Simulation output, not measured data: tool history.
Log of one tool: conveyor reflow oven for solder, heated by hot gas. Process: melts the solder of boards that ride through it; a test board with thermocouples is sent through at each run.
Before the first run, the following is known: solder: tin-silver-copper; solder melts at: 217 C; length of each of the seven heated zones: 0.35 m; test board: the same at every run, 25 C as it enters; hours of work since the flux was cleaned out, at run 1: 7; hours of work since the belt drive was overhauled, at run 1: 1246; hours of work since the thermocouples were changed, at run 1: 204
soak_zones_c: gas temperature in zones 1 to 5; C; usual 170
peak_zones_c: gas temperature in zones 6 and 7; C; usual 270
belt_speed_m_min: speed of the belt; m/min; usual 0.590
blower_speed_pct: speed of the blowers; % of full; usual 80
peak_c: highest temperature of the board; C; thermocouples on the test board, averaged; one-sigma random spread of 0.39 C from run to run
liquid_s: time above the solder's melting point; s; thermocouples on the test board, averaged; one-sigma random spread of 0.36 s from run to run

run    hour  soak_zones_c  peak_zones_c  belt_speed_m_min  blower_speed_pct  hours of work since the flux was cleaned out  hours of work since the belt drive was overhauled  hours of work since the thermocouples were changed  peak_c  liquid_s
  1     0.0           170           270             0.590                80                                             7                                               1246                                                 204   255.8      56.0
  2    64.1           170           270             0.590                80                                            53                                               1292                                                 250   255.3      56.5
  3   112.3           170           270             0.590                80                                            88                                               1327                                                 285   254.7      55.8
  4   199.7           170           270             0.590                80                                           150                                               1390                                                 348   254.0      55.4
  5   295.7           170           270             0.590                80                                           219                                               1459                                                 417   254.1      55.3
  6   365.5           170           270             0.590                73                                           270                                               1509                                                 467   251.9      53.6
  7   422.4           170           266             0.590                73                                           311                                               1550                                                 508   248.9      50.5
      448.4  -- belt drive overhauled, speed set with a stopwatch
  8   469.9           170           270             0.590                80                                           342                                                 15                                                 539   253.5      55.5
  9   525.9           170           270             0.590                80                                           382                                                 56                                                 580   253.4      55.1
      557.2  -- flux residue cleaned out of gas plates and filters
 10   600.0           170           284             0.590                80                                            31                                                105                                                 629   269.6      64.5
 11   682.3           170           270             0.590                80                                            90                                                165                                                 689   257.7      57.3
 12   749.8           170           270             0.590                80                                           139                                                213                                                 737   256.4      57.6
 13   807.4           170           270             0.590                80                                           180                                                255                                                 779   256.0      57.2
      826.5  -- thermocouples of zones 6 and 7 changed
 14   864.7           170           270             0.590                80                                           220                                                294                                                  27   253.9      56.8
      945.9  -- belt drive overhauled, speed set with a stopwatch, once more
 15   965.4           170           270             0.590                80                                           289                                                 14                                                  97   252.2      51.1
 16  1011.6           170           270             0.590                80                                           323                                                 47                                                 130   251.4      51.4
 17  1053.5           161           270             0.590                74                                           353                                                 77                                                 160   248.6      46.2
     1118.1  -- flux residue cleaned out of gas plates and filters
 18  1119.3           157           270             0.618                74                                             1                                                121                                                 204   249.8      43.3
 19  1173.1           157           270             0.618                74                                            40                                                160                                                 243   248.9      43.4
 20  1262.8           157           274             0.639                74                                           104                                                224                                                 307   251.0      42.7
 21  1315.3           157           274             0.639                74                                           142                                                262                                                 345   250.8      42.5
 22  1404.3           168           270             0.641                62                                           206                                                326                                                 409   245.8      40.9
 23  1444.6           168           270             0.641                62                                           235                                                355                                                 438   245.1      40.5
 24  1501.5           168           270             0.641                62                                           276                                                396                                                 479   244.3      40.1
 25  1554.4           168           270             0.641                62                                           314                                                434                                                 517   244.7      40.5
 26  1635.5           168           283             0.601                59                                           372                                                493                                                 576   256.8      52.8
     1675.7  -- flux residue cleaned out of gas plates and filters
 27  1689.9           179           268             0.525                76                                            10                                                528                                                 611   258.5      66.8
 28  1767.2           167           265             0.539                79                                            66                                                584                                                 667   253.8      58.2
 29  1837.5           167           265             0.609                79                                           116                                                634                                                 717   248.3      47.9
 30  1909.9           167           265             0.609                79                                           168                                                686                                                 769   248.8      47.3
     1945.1  -- thermocouples of zones 6 and 7 changed
 31  1995.3           165           263             0.595                50                                           228                                                746                                                  36   236.6      34.6

Predict each of these 3 candidate next runs independently; none follows another, all start after run 31:
  A  2056.4           165           268             0.576                50                                           272                                                790                                                  80       ?         ?
  B  2056.4           165           279             0.595                57                                           272                                                790                                                  80       ?         ?
  C  2056.4           185           270             0.486                80                                           272                                                790                                                  80       ?         ?

run  peak_c  liquid_s
  A   242.6      42.5
  B   252.3      49.1
  C   260.1      76.9
Without the tool's hidden state the same runs would have given:
run  peak_c  liquid_s
  A   244.0      43.3
  B   254.1      49.7
  C   261.4      76.3
